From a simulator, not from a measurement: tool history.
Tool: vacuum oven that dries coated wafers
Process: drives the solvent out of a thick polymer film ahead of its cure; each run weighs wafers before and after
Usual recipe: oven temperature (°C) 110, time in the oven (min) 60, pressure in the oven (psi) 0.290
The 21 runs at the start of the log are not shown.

Run 22, hour 302.8: usual settings but oven temperature (°C) 117. Result: solvent left in the film (%) 0.96.
Run 23, hour 313.0: usual settings but oven temperature (°C) 117. Result: solvent left in the film (%) 0.99.
Run 24, hour 323.8: usual settings but oven temperature (°C) 117. Result: solvent left in the film (%) 1.01.
Run 25, hour 335.5: usual settings but oven temperature (°C) 105, time in the oven (min) 39, pressure in the oven (psi) 1.088. Result: solvent left in the film (%) 6.81.
Run 26, hour 348.4: usual settings but oven temperature (°C) 99, time in the oven (min) 39, pressure in the oven (psi) 0.247. Result: solvent left in the film (%) 5.42.
Run 27, hour 356.1: usual settings but oven temperature (°C) 99, time in the oven (min) 33, pressure in the oven (psi) 0.648. Result: solvent left in the film (%) 7.92.
Run 28, hour 373.9: usual settings but oven temperature (°C) 99, time in the oven (min) 42, pressure in the oven (psi) 0.482. Result: solvent left in the film (%) 6.03.
Run 29, hour 391.9: usual settings but oven temperature (°C) 101, time in the oven (min) 90, pressure in the oven (psi) 0.228. Result: solvent left in the film (%) 1.68.
Run 30, hour 400.1: usual settings but oven temperature (°C) 113, time in the oven (min) 72, pressure in the oven (psi) 0.207. Result: solvent left in the film (%) 0.83.
Run 31, hour 417.8: usual settings but oven temperature (°C) 107, time in the oven (min) 72, pressure in the oven (psi) 1.094. Result: solvent left in the film (%) 4.58.
Run 32, hour 429.9: usual settings but oven temperature (°C) 107, time in the oven (min) 72, pressure in the oven (psi) 1.094. Result: solvent left in the film (%) 4.55.
Run 33, hour 440.3: usual settings but oven temperature (°C) 107, time in the oven (min) 72, pressure in the oven (psi) 1.094. Result: solvent left in the film (%) 4.51.
Run 34, hour 452.0: usual settings but oven temperature (°C) 119, time in the oven (min) 58, pressure in the oven (psi) 1.094. Result: solvent left in the film (%) 2.89.
Run 35, hour 467.3: usual settings but oven temperature (°C) 114, pressure in the oven (psi) 0.180. Result: solvent left in the film (%) 0.79.
Run 36, hour 484.0: usual settings but oven temperature (°C) 114, pressure in the oven (psi) 0.180. Result: solvent left in the film (%) 0.72.
Run 37, hour 495.7: usual settings but oven temperature (°C) 119, time in the oven (min) 71, pressure in the oven (psi) 0.167. Result: solvent left in the film (%) 0.49.
Run 38, hour 511.0: usual settings but oven temperature (°C) 104, time in the oven (min) 73, pressure in the oven (psi) 0.319. Result: solvent left in the film (%) 2.02.
Run 39, hour 520.8: usual settings but oven temperature (°C) 117, time in the oven (min) 68, pressure in the oven (psi) 0.371. Result: solvent left in the film (%) 1.11.
Run 40, hour 533.1: usual settings but oven temperature (°C) 118, time in the oven (min) 49, pressure in the oven (psi) 0.793. Result: solvent left in the film (%) 2.32.
Run 41, hour 541.0: usual settings but oven temperature (°C) 108, time in the oven (min) 91, pressure in the oven (psi) 1.136. Result: solvent left in the film (%) 4.25.
Run 42, hour 549.8: usual settings but oven temperature (°C) 108, time in the oven (min) 91, pressure in the oven (psi) 0.323. Result: solvent left in the film (%) 1.37.

Consider 4 possible next runs. They are alternatives, not a sequence: every one starts from the tool as it was left by run 42. What does each give?
Run A, hour 559.9: usual settings but oven temperature (°C) 100, pressure in the oven (psi) 0.571. Result: solvent left in the film (%) ?.
Run B, hour 559.9: usual settings but oven temperature (°C) 114. Result: solvent left in the film (%) ?.
Run C, hour 559.9: usual settings but oven temperature (°C) 108, pressure in the oven (psi) 0.805. Result: solvent left in the film (%) ?.
Run D, hour 559.9: usual settings but oven temperature (°C) 95, time in the oven (min) 91, pressure in the oven (psi) 0.296. Result: solvent left in the film (%) ?.

run  solvent left in the film (%)
  A                          4.59
  B                          1.15
  C                          3.62
  D                          2.98
With no hidden state in the tool, these same runs would have given:
run  solvent left in the film (%)
  A                          4.58
  B                          1.15
  C                          3.61
  D                          2.97

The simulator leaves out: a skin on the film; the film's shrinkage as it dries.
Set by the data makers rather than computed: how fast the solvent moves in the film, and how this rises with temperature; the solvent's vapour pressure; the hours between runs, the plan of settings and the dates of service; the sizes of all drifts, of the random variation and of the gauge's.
